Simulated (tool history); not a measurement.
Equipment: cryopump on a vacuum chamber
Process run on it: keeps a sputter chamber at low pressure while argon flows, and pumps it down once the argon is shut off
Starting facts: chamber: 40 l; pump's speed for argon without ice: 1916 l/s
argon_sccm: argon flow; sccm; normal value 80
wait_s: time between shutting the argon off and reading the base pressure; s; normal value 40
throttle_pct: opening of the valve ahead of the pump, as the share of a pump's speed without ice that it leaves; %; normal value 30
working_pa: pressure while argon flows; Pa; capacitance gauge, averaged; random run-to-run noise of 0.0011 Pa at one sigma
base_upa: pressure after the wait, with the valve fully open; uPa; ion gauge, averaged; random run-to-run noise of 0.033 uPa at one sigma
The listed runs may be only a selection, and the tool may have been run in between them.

run 1 day=0 | argon_sccm=80 wait_s=40 throttle_pct=30 | working_pa=0.2359 base_upa=1.86
run 2 day=0.312 | argon_sccm=80 wait_s=202 throttle_pct=30 | working_pa=0.2353 base_upa=0.61
run 3 day=0.729 | argon_sccm=80 wait_s=202 throttle_pct=30 | working_pa=0.2349 base_upa=0.61
run 4 day=1.412 | argon_sccm=80 wait_s=202 throttle_pct=30 | working_pa=0.2343 base_upa=0.64
run 5 day=2.017 | argon_sccm=80 wait_s=202 throttle_pct=30 | working_pa=0.2357 base_upa=0.61
run 6 day=2.446 | argon_sccm=42 wait_s=36 throttle_pct=20 | working_pa=0.1837 base_upa=2.11
run 7 day=3.088 | argon_sccm=42 wait_s=36 throttle_pct=20 | working_pa=0.1862 base_upa=2.14
run 8 day=3.408 | argon_sccm=42 wait_s=36 throttle_pct=50 | working_pa=0.075 base_upa=2.12
run 9 day=3.738 | argon_sccm=80 wait_s=40 throttle_pct=58 | working_pa=0.1232 base_upa=1.86
run 10 day=4.171 | argon_sccm=38 wait_s=40 throttle_pct=30 | working_pa=0.1117 base_upa=1.93

Below are 3 alternative next runs, each starting from the tool's condition after run 10. Predict each:
run A day=4.771 | argon_sccm=80 wait_s=40 throttle_pct=16 | working_pa=? base_upa=?
run B day=4.771 | argon_sccm=87 wait_s=183 throttle_pct=37 | working_pa=? base_upa=?
run C day=4.771 | argon_sccm=110 wait_s=40 throttle_pct=58 | working_pa=? base_upa=?

run=A working_pa=0.4416 base_upa=1.88
run=B working_pa=0.2088 base_upa=0.63
run=C working_pa=0.1675 base_upa=1.93
Without the tool's hidden state the same runs would have given:
run=A working_pa=0.4404 base_upa=1.74
run=B working_pa=0.2074 base_upa=0.48
run=C working_pa=0.1657 base_upa=1.78
